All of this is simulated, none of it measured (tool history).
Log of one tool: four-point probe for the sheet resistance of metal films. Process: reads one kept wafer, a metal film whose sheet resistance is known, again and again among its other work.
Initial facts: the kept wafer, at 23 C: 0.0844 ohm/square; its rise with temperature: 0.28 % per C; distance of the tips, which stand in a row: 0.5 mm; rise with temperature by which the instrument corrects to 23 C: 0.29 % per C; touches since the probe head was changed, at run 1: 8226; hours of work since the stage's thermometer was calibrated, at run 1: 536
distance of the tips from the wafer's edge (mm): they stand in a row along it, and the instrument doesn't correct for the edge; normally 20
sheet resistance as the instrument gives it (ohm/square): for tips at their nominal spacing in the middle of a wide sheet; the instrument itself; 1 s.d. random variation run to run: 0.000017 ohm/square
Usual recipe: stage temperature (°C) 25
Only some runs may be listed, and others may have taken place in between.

run,hour,stage temperature (°C),distance of the tips from the wafer's edge (mm),touches since the probe head was changed,hours of work since the stage's thermometer was calibrated,sheet resistance as the instrument gives it (ohm/square)
1,0,25,20,8226,536,0.084024
2,33.7,25,20,8849,558,0.084034
3,52,25,20,9188,570,0.084007
4,83.9,25,20,9779,591,0.084007
5,107.9,25,20,10223,607,0.084018
6,133.5,25,20,10696,624,0.08402
7,154.3,25,20,11081,638,0.08404
8,185.2,25,20,11653,658,0.084019
9,202.2,27,20,11967,669,0.083993
10,221.4,27,20,12323,682,0.084007
11,250.1,25,6,12853,701,0.084293
12,267.3,25,6,13173,712,0.0843
13,298.9,25,6,13757,733,0.084289
14,324.7,25,6,14235,750,0.084282
15,352.7,25,20,14752,768,0.083971
16,377.3,25,20,15208,784,0.08403
17,394.5,25,20,15526,796,0.084009
18,422.8,25,39,16050,814,0.084006
19,451.1,25,39,16574,833,0.083967
20,481.6,25,39,17137,853,0.083956
21,501.7,25,39,17509,866,0.083975
# hour 504.5: stage's thermometer calibrated
22,532.7,22,39,18074,19,0.083985
23,553.3,25,20,18455,32,0.083987
# hour 584.7: stage's thermometer calibrated, once more
24,588.3,31,20,19094,2,0.083905
25,606.6,25,18,19432,14,0.083966
26,636.9,25,18,19992,34,0.083982
27,660.3,26,32,20426,50,0.083938
28,678.7,26,32,20766,62,0.083926
29,703.9,26,32,21232,78,0.083935
30,720.6,23,20,21542,89,0.083978
31,748.6,28,61,22059,108,0.083884
32,774.4,28,61,22538,125,0.083899
33,800.6,28,61,23022,142,0.083918
34,829,28,61,23547,161,0.083895
35,858.5,28,61,24093,180,0.083863
36,882.8,28,61,24543,196,0.083869
37,902.1,28,19,24901,209,0.083917
38,917,26,37,25176,219,0.083911
39,934.2,26,37,25494,230,0.083886
40,949.6,34,37,25779,240,0.083832
41,964.3,20,37,26051,250,0.083927
42,979.9,23,39,26339,260,0.083942
43,999.5,25,47,26703,273,0.083847
44,1033.5,25,47,27330,295,0.083925
45,1065.1,27,18,27916,316,0.08392

Each row is a separate what-if for the run after 45, all from the same tool condition, not one after another. Results?
A,1082,22,4,28230,327,?
B,1082,31,7,28230,327,?
C,1082,19,7,28230,327,?

run,sheet resistance as the instrument gives it (ohm/square)
A,0.084603
B,0.08408
C,0.084155
With the hidden condition removed and each run's random variation left untouched, the same runs would have given:
run,sheet resistance as the instrument gives it (ohm/square)
A,0.085108
B,0.084584
C,0.084658
